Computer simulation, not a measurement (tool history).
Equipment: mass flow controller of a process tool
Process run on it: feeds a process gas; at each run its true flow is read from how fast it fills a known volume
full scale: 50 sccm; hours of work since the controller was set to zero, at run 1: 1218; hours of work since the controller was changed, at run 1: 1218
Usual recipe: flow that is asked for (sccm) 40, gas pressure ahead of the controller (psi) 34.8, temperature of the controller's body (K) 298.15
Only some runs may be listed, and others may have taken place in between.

run    hour  flow that is asked for (sccm)  gas pressure ahead of the controller (psi)  temperature of the controller's body (K)  hours of work since the controller was set to zero  hours of work since the controller was changed  true flow (%)
  1       0                             40                                        34.8                                    298.15                                                1218                                            1218          98.48
  2   148.6                             40                                        34.8                                    298.15                                                1294                                            1294          98.56
  3     295                             40                                        34.8                                    298.15                                                1369                                            1369          98.46
  4   480.4                             40                                        34.8                                    298.15                                                1464                                            1464          98.74
      497.1  -- controller's zero set anew
  5   695.3                             40                                        34.8                                    298.15                                                 102                                            1574          98.42
      835.1  -- controller's zero set anew, once more
  6   875.2                             40                                        34.8                                    298.15                                                  21                                            1666          98.46
  7  1076.3                             40                                        34.8                                    298.15                                                 124                                            1768           98.3
  8  1184.6                             40                                        34.8                                    298.15                                                 179                                            1824          98.43
  9  1387.1                              9                                        34.8                                    310.15                                                 283                                            1928          98.27
 10  1514.9                             13                                        34.8                                    299.15                                                 348                                            1993          97.13
 11  1606.9                             47                                        34.8                                    299.15                                                 395                                            2040          98.71
 12  1742.2                             40                                        34.8                                    300.15                                                 465                                            2110          98.47
 13  1923.7                             40                                        34.8                                    300.15                                                 558                                            2203          98.44

Run by run, hidden condition taken away, random variation retained:
The tool's hidden condition here consists of: flow at rest that the sensor doesn't see, % of full scale; true flow over the shown one, %; drift of the gauge itself on true_pct, %.
run  true flow (%)
  1          99.21
  2          99.33
  3          99.27
  4           99.6
  5          99.38
  6          99.36
  7          99.24
  8           99.4
  9          99.58
 10          98.38
 11          99.77
 12          99.58
 13           99.6
